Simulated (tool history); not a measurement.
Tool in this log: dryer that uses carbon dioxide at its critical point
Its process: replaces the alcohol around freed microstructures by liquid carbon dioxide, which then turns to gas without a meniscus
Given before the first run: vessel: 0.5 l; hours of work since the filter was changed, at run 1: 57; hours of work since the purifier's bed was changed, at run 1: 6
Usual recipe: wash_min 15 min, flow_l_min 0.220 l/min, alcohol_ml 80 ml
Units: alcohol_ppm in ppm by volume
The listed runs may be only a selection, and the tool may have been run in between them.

run   hour  wash_min  flow_l_min  alcohol_ml  hours of work since the filter was changed  hours of work since the purifier's bed was changed  alcohol_ppm
  1    0.0        15       0.220          80                                          57                                                   6          505
  2    4.8        15       0.220          80                                          58                                                   7          520
  3   10.8        15       0.220          80                                          60                                                   9          511
  4   16.0        15       0.220          80                                          62                                                  11          522
  5   20.9        15       0.220          80                                          64                                                  13          525
  6   28.2        15       0.220          61                                          66                                                  15          411
  7   37.5        15       0.220          61                                          69                                                  18          409
  8   47.9        15       0.220          61                                          73                                                  22          428
  9   55.2        15       0.220          61                                          75                                                  24          403
 10   60.8        15       0.220          61                                          77                                                  26          423
 11   68.5        15       0.220          80                                          80                                                  29          565
 12   76.4        15       0.220          80                                          82                                                  31          559
 13   81.2        20       0.220          80                                          84                                                  33           98
 14   91.5        20       0.220          80                                          87                                                  36          104
 15  100.9        20       0.220          80                                          91                                                  39          110
 16  107.0        10       0.220          80                                          93                                                  41         3692
 17  114.6        15       0.220          80                                          95                                                  44          601
 18  120.1        15       0.220          41                                          97                                                  46          305
 19  131.3        15       0.220          39                                         101                                                  50          311
 20  137.8        15       0.220          80                                         103                                                  52          587
 21  143.8        15       0.220          80                                         105                                                  54          614
 22  154.9        15       0.220          80                                         109                                                  58          611
 23  162.9        13       0.220          80                                         111                                                  60         1267
 24  168.0        15       0.220          56                                         113                                                  62          453
 25  175.1        15       0.220          56                                         115                                                  64          440
 26  182.4        15       0.220          44                                         118                                                  67          374
 27  188.2        15       0.220          44                                         120                                                  69          356
 28  197.9        15       0.220          24                                         123                                                  72          212
 29  206.4        15       0.299          80                                         126                                                  75          128
 30  215.6        22       0.341          75                                         129                                                  78           29
 31  226.3        22       0.341          75                                         133                                                  82           31
 32  237.4        22       0.341          75                                         136                                                  85           33
 33  242.9        22       0.341          75                                         138                                                  87           27
 34  249.4        22       0.341          25                                         140                                                  89           32
 35  259.8        10       0.360          80                                         144                                                  93          500
 36  265.5        22       0.346          65                                         146                                                  95           28
 37  272.8        22       0.346          65                                         148                                                  97           34
 38  281.8        13       0.346          65                                         151                                                 100          130
 39  293.0        13       0.346          65                                         155                                                 104          123
 40  302.3        23       0.346          24                                         158                                                 107           32
     308.9  -- inlet filter changed
 41  309.5        23       0.346          24                                           0                                                 109           30
 42  318.9        10       0.194          37                                           3                                                 112         2245
 43  325.2        10       0.194          37                                           5                                                 114         2267
 44  329.9        22       0.319          21                                           7                                                 116           41
 45  334.8        17       0.158          58                                           9                                                 118          950
 46  342.6        17       0.158          58                                          11                                                 120          904
 47  349.6        17       0.158          24                                          14                                                 123          416
 48  356.1        11       0.274          61                                          16                                                 125          621

Predict each of these 3 candidate next runs independently; none follows another, all start after run 48:
  A  366.7        23       0.247         118                                          19                                                 128            ?
  B  366.7        17       0.141          58                                          19                                                 128            ?
  C  366.7        13       0.211          61                                          19                                                 128            ?

run  alcohol_ppm
  A           56
  B         1549
  C          966
Take away the tool's hidden state, keep each run's random variation, and the runs would have read:
run  alcohol_ppm
  A           16
  B         1422
  C          866
